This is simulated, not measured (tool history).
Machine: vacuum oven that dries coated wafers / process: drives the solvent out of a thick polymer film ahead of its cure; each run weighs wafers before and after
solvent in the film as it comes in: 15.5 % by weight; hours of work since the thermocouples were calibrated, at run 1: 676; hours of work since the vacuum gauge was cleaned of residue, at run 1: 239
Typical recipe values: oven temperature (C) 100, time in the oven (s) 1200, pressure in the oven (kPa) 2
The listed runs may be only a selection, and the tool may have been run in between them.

run	hour	oven temperature (C)	time in the oven (s)	pressure in the oven (kPa)	hours of work since the thermocouples were calibrated	hours of work since the vacuum gauge was cleaned of residue	solvent left in the film (%)
1	0	100	1200	2	676	239	2.67
2	22.2	100	1680	2	687	251	1.79
3	54.4	100	1200	2	704	267	2.66
4	88.8	100	1200	2	721	285	2.68
5	116.4	100	1200	2	736	299	2.72
# hour 138.6: oven's thermocouples calibrated
6	149.1	100	1200	2	5	314	2.34
7	170.9	100	1200	2	17	326	2.35
8	206.3	100	1200	2	35	344	2.39
# hour 209.5: vacuum gauge cleaned of residue and calibrated
9	238.5	100	1200	2	50	15	2.44
10	273.9	100	1200	2	68	33	2.42
11	299.2	100	1200	2	81	46	2.42
12	323.4	110	1320	6.17	94	58	2.42
13	347.5	95	660	1.4	106	71	5.93
14	370.3	95	1020	5.15	118	82	5.89
15	386.9	115	1200	2	126	91	0.66
# hour 405.7: vacuum gauge cleaned of residue and calibrated, once more
16	405.7	115	1200	2	135	0	0.7
17	429.9	115	1200	2	148	12	0.69
18	448.7	112	1320	2.98	157	22	1.11
19	464.9	110	1860	4.78	165	30	1.79
20	484.3	110	1860	4.78	175	40	1.79
21	505.1	89	1200	2	186	51	5.52
22	540.6	89	1200	6.07	204	69	7.81

Each row is a separate what-if for the run after 22, all from the same tool condition, not one after another. Results?
A	561.6	106	900	2	215	80	?
B	561.6	103	1200	6.07	215	80	?
C	561.6	94	1200	2	215	80	?
D	561.6	97	1200	2	215	80	?
E	561.6	100	1200	2.26	215	80	?

run	solvent left in the film (%)
A	2
B	3.64
C	3.96
D	3.12
E	2.53
With the hidden condition removed and each run's random variation left untouched, the same runs would have given:
run	solvent left in the film (%)
A	1.91
B	3.55
C	3.84
D	3.01
E	2.43
